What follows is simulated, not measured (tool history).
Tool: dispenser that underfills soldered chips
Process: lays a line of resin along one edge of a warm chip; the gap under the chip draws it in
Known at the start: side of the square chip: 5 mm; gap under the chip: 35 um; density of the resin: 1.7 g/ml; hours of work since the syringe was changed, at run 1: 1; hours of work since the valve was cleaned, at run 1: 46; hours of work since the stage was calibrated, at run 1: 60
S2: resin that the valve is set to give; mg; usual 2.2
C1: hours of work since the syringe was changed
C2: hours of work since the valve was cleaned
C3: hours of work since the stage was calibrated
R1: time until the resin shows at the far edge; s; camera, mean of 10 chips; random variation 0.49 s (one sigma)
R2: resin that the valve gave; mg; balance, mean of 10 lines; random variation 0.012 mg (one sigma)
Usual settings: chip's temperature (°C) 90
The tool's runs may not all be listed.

{"run": 1, "day": 0.0, "chip's temperature (°C)": 90, "S2": 2.2, "C1": 1, "C2": 46, "C3": 60, "R1": 43.8, "R2": 2.1}
{"run": 2, "day": 0.158, "chip's temperature (°C)": 90, "S2": 2.2, "C1": 4, "C2": 49, "C3": 63, "R1": 47.7, "R2": 2.12}
{"day": 0.25, "done": "new syringe of resin"}
{"run": 3, "day": 0.329, "chip's temperature (°C)": 90, "S2": 2.2, "C1": 1, "C2": 52, "C3": 66, "R1": 44.2, "R2": 2.11}
{"run": 4, "day": 0.517, "chip's temperature (°C)": 90, "S2": 2.2, "C1": 5, "C2": 55, "C3": 70, "R1": 49.1, "R2": 2.1}
{"day": 0.558, "done": "new syringe of resin"}
{"run": 5, "day": 0.612, "chip's temperature (°C)": 90, "S2": 2.2, "C1": 1, "C2": 57, "C3": 72, "R1": 43.8, "R2": 2.09}
{"run": 6, "day": 0.767, "chip's temperature (°C)": 90, "S2": 2.2, "C1": 4, "C2": 60, "C3": 74, "R1": 47.7, "R2": 2.08}
{"day": 0.858, "done": "new syringe of resin"}
{"run": 7, "day": 0.971, "chip's temperature (°C)": 101, "S2": 2.2, "C1": 2, "C2": 64, "C3": 78, "R1": 26.9, "R2": 2.08}
{"run": 8, "day": 1.088, "chip's temperature (°C)": 101, "S2": 2.2, "C1": 4, "C2": 66, "C3": 80, "R1": 29.4, "R2": 2.06}
{"day": 1.158, "done": "new syringe of resin"}
{"run": 9, "day": 1.196, "chip's temperature (°C)": 90, "S2": 1.96, "C1": 1, "C2": 68, "C3": 82, "R1": 44, "R2": 1.84}
{"run": 10, "day": 1.375, "chip's temperature (°C)": 85, "S2": 2.16, "C1": 4, "C2": 71, "C3": 85, "R1": 59.8, "R2": 2.04}
{"day": 1.45, "done": "new syringe of resin"}
{"run": 11, "day": 1.55, "chip's temperature (°C)": 85, "S2": 2.16, "C1": 2, "C2": 74, "C3": 88, "R1": 57.4, "R2": 2.02}
{"run": 12, "day": 1.662, "chip's temperature (°C)": 101, "S2": 2.2, "C1": 4, "C2": 76, "C3": 90, "R1": 28.5, "R2": 2.05}
{"day": 1.746, "done": "new syringe of resin"}
{"run": 13, "day": 1.821, "chip's temperature (°C)": 101, "S2": 2.2, "C1": 1, "C2": 79, "C3": 93, "R1": 26.6, "R2": 2.05}
{"run": 14, "day": 1.917, "chip's temperature (°C)": 98, "S2": 2.32, "C1": 3, "C2": 81, "C3": 95, "R1": 32, "R2": 2.16}
{"day": 2.046, "done": "new syringe of resin"}
{"run": 15, "day": 2.054, "chip's temperature (°C)": 86, "S2": 2.45, "C1": 0, "C2": 83, "C3": 97, "R1": 49.6, "R2": 2.28}

Run 16 comes next. What will it give?
{"run": 16, "day": 2.167, "chip's temperature (°C)": 92, "S2": 1.91, "C1": 2, "C2": 85, "C3": 99, "R1": "?", "R2": "?"}

R1: 42.6 s
R2: 1.76 mg
Without the tool's hidden state the same run would have given R1 39.4 s, R2 1.89 mg.

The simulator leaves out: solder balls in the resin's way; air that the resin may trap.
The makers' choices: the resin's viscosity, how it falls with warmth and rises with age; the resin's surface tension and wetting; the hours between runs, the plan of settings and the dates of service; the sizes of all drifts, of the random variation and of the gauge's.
